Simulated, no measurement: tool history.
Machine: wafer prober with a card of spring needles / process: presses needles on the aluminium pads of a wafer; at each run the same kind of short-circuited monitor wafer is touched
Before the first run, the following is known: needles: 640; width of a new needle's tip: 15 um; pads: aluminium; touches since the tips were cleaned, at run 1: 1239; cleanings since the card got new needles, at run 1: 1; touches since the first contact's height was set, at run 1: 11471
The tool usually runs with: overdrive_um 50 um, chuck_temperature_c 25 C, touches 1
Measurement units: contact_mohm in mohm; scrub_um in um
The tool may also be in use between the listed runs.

run	hour	overdrive_um	chuck_temperature_c	touches	touches since the tips were cleaned	cleanings since the card got new needles	touches since the first contact's height was set	contact_mohm	scrub_um
1	0	50	25	1	1239	1	11471	214	10.07
2	28.3	50	25	1	6941	1	17173	213	10.09
# hour 38.1: tips cleaned on abrasive film
3	50	50	25	1	2409	2	21534	216	10.1
4	70.4	50	25	1	6523	2	25648	216	10.09
# hour 82.5: tips cleaned on abrasive film
5	99.5	50	25	1	3429	3	31491	213	10.05
6	121.6	46	25	1	7890	3	35952	219	9.2
# hour 128.3: tips cleaned on abrasive film
7	142.8	46	25	1	2908	4	40196	220	9.26
# hour 174.5: tips cleaned on abrasive film
8	176.3	46	25	1	358	5	46935	220	9.25
9	208	46	25	1	6763	5	53340	220	9.21
# hour 220.5: tips cleaned on abrasive film
10	231.8	46	25	3	2279	6	58114	219	9.22
11	263.3	46	25	3	8633	6	64468	217	9.26
# hour 265.6: tips cleaned on abrasive film
12	292.3	46	25	3	5385	7	70285	220	9.19
# hour 309.4: tips cleaned on abrasive film
13	329.9	50	73	1	4141	8	77858	229	9.97
14	346.8	50	73	1	7534	8	81251	227	9.99
# hour 354.1: tips cleaned on abrasive film
15	362.8	50	73	1	1742	9	84456	226	9.9
16	385.5	50	73	1	6322	9	89036	232	9.98
# hour 399: tips cleaned on abrasive film
# hour 401.7: height of the first contact set anew
17	406.2	50	25	1	1403	10	914	215	10
18	434	58	88	2	6998	10	6509	226	11.56
# hour 443.6: tips cleaned on abrasive film
19	455.2	50	49	3	2335	11	10776	222	9.88
# hour 488.9: tips cleaned on abrasive film
20	492.9	39	65	1	807	12	18346	236	7.76
21	520.1	33	44	1	6304	12	23843	236	6.54
# hour 533.5: tips cleaned on abrasive film
22	542.2	33	44	1	1755	13	28273	239	6.49
23	572.1	42	61	1	7792	13	34310	230	8.25
# hour 578.9: tips cleaned on abrasive film
24	596.6	42	61	1	3574	14	39218	233	8.26
# hour 600.8: gauge calibrated
25	620.1	42	61	1	8321	14	43965	232	8.47
# hour 625.6: tips cleaned on abrasive film
26	641.1	42	61	1	3116	15	48172	231	8.55
27	658.1	32	108	2	6551	15	51607	256	6.46
# hour 670.7: tips cleaned on abrasive film
28	685.8	50	62	2	3041	16	57160	227	10.1
# hour 716.7: tips cleaned on abrasive film
29	719.4	58	49	1	544	17	63917	218	11.7
30	744.5	50	73	2	5605	17	68978	230	10.08
# hour 760.7: tips cleaned on abrasive film
31	765.3	44	106	1	923	18	73154	244	8.81
32	790	44	36	2	5913	18	78144	223	8.84
# hour 806.7: tips cleaned on abrasive film
33	813.1	58	41	1	1274	19	82769	217	11.62
34	848	49	86	1	8320	19	89815	231	9.76

Below are 3 alternative next runs, each starting from the tool's condition after run 34. Predict each:
# hour 851.8: tips cleaned on abrasive film
# hour 860: height of the first contact set anew
A	866.7	42	86	2	2956	20	1358	?	?
# hour 851.8: tips cleaned on abrasive film
# hour 860: height of the first contact set anew
B	866.7	34	86	1	2956	20	1358	?	?
# hour 851.8: tips cleaned on abrasive film
# hour 860: height of the first contact set anew
C	866.7	35	47	2	2956	20	1358	?	?

run	contact_mohm	scrub_um
A	238	8.43
B	249	6.83
C	232	6.99
What these runs would have given with no unlogged condition in the tool:
run	contact_mohm	scrub_um
A	238	8.54
B	248	6.92
C	231	7.08
